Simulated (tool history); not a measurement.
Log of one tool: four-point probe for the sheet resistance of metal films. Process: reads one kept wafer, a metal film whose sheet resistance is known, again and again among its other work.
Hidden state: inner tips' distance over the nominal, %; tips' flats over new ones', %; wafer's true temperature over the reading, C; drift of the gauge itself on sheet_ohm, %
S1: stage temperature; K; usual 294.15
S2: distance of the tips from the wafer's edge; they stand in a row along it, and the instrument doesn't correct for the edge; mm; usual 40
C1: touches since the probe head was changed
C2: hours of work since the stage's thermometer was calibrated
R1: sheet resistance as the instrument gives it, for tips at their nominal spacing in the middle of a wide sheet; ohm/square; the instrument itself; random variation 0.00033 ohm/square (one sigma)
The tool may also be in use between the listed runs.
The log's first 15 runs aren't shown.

run 16 day=43.412 | S1=294.15 S2=32 | C1=32948 C2=42 | R1=1.63875
run 17 day=46.529 | S1=303.15 S2=32 | C1=35493 C2=81 | R1=1.634689
run 18 day=49.208 | S1=303.15 S2=32 | C1=37680 C2=114 | R1=1.635831
run 19 day=52.617 | S1=306.15 S2=36 | C1=40465 C2=156 | R1=1.634351
run 20 day=54.421 | S1=306.15 S2=36 | C1=41938 C2=179 | R1=1.634797
run 21 day=56.538 | S1=306.15 S2=36 | C1=43667 C2=205 | R1=1.635405
run 22 day=58.079 | S1=303.15 S2=35 | C1=44925 C2=224 | R1=1.637678
run 23 day=60.688 | S1=301.15 S2=60 | C1=47058 C2=256 | R1=1.638439
run 24 day=62.308 | S1=301.15 S2=60 | C1=48379 C2=276 | R1=1.639716
run 25 day=64.283 | S1=301.15 S2=10 | C1=49993 C2=301 | R1=1.642333
run 26 day=66.262 | S1=301.15 S2=10 | C1=51608 C2=325 | R1=1.641982
run 27 day=68.504 | S1=294.15 S2=10 | C1=53439 C2=353 | R1=1.646254
run 28 day=71.983 | S1=294.15 S2=10 | C1=56281 C2=396 | R1=1.648015
run 29 day=74.775 | S1=294.15 S2=10 | C1=58561 C2=430 | R1=1.648694
run 30 day=77.108 | S1=295.15 S2=39 | C1=60465 C2=459 | R1=1.64664

Forecast run 31:
run 31 day=78.629 | S1=295.15 S2=39 | C1=61707 C2=478 | R1=?

R1: 1.647038 ohm/square
Without the tool's hidden state the same run would have given R1 1.633739 ohm/square.
